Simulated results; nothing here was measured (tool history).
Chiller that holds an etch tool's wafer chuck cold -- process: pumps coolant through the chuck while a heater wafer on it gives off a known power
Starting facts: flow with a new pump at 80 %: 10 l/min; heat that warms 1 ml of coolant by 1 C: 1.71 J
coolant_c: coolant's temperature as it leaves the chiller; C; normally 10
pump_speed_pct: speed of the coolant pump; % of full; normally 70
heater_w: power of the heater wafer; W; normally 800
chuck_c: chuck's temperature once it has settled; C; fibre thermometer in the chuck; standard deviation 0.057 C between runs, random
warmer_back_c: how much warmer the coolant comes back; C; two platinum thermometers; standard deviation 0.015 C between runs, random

run,hour,coolant_c,pump_speed_pct,heater_w,chuck_c,warmer_back_c
1,0,10,70,800,16.7,3.22
2,30.5,10,70,800,16.65,3.21
3,61.6,10,70,800,16.67,3.21
4,98.5,10,70,800,16.8,3.19
5,125.9,10,70,800,16.7,3.22
6,166.8,10,70,848,17.24,3.4
7,202.4,10,70,848,17.07,3.42
8,228.1,10,70,848,17.09,3.4
9,259.5,10,70,848,17.16,3.41
10,286.4,10,70,848,17.2,3.41
11,325.6,10,70,800,16.69,3.18
12,344.4,10,65,800,17.08,3.46
13,379.3,10,65,800,17.14,3.47
14,401.5,10,70,800,16.86,3.19
15,432.7,10,70,480,14.16,1.94
16,457.3,10,70,480,14.14,1.93
17,495.6,10,70,480,14.17,1.94
18,529.2,9,80,565,13.34,2.01
19,559.8,1,82,998,8.68,3.44
20,597.2,1,69,956,9.22,3.93
21,631.5,1,69,956,9.18,3.89
22,671.1,19,69,956,27.21,3.91
23,691.6,14,91,626,18.52,1.97
24,732.9,17,99,697,21.82,2.01
25,775,18,63,885,26.1,3.95
26,806.5,10,90,486,13.65,1.52
27,843.7,10,90,486,13.62,1.51
28,884.9,10,64,420,13.76,1.84
29,903.8,5,98,800,10.53,2.32
30,934.2,5,98,800,10.52,2.34
31,964.5,17,70,417,20.68,1.67
32,986.7,17,73,417,20.49,1.61
# hour 995.9: chiller's thermometer calibrated
33,1008.5,11,70,1161,20.71,4.65

Alternative continuations, all from the tool just after run 33; predict every row:
A,1044.4,11,85,773,?,?
B,1044.4,1,66,670,?,?
C,1044.4,17,81,1161,?,?

run,chuck_c,warmer_back_c
A,16.67,2.58
B,6.82,2.84
C,25.82,4.07
Without the tool's unlogged condition, the same runs would have read:
run,chuck_c,warmer_back_c
A,16.59,2.55
B,6.74,2.8
C,25.65,4.02
